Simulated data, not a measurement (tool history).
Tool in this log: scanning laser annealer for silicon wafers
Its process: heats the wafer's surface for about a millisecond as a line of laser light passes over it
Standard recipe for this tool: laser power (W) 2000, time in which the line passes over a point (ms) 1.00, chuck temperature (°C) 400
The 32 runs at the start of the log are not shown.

| run | hour | laser power (W) | time in which the line passes over a point (ms) | chuck temperature (°C) | highest temperature of the surface (°C) |
|---|---|---|---|---|---|
| 33 | 182.1 | 1824 | 1.04 | 400 | 1068 |
| 34 | 190.9 | 2084 | 1.02 | 435 | 1200 |
| 35 | 196.5 | 2084 | 1.02 | 435 | 1200 |
| 36 | 203.9 | 1875 | 1.02 | 429 | 1109 |
| 37 | 211.6 | 2124 | 1.00 | 397 | 1167 |
| 38 | 218.7 | 1824 | 1.00 | 397 | 1049 |
| 39 | 226.8 | 2000 | 0.95 | 400 | 1105 |
| 40 | 235.3 | 2000 | 0.95 | 391 | 1095 |
| 41 | 239.8 | 2026 | 1.19 | 391 | 1202 |

Alternative continuations, all from the tool just after run 41; predict every row:
| A | 247.7 | 2088 | 0.71 | 426 | ? |
| B | 247.7 | 2026 | 1.19 | 405 | ? |
| C | 247.7 | 2076 | 1.00 | 400 | ? |
| D | 247.7 | 1997 | 1.05 | 376 | ? |

| run | highest temperature of the surface (°C) |
|---|---|
| A | 1049 |
| B | 1212 |
| C | 1150 |
| D | 1118 |
Stripped of hidden state, with their random variation kept, the same runs would have yielded:
| run | highest temperature of the surface (°C) |
|---|---|
| A | 1062 |
| B | 1229 |
| C | 1166 |
| D | 1133 |
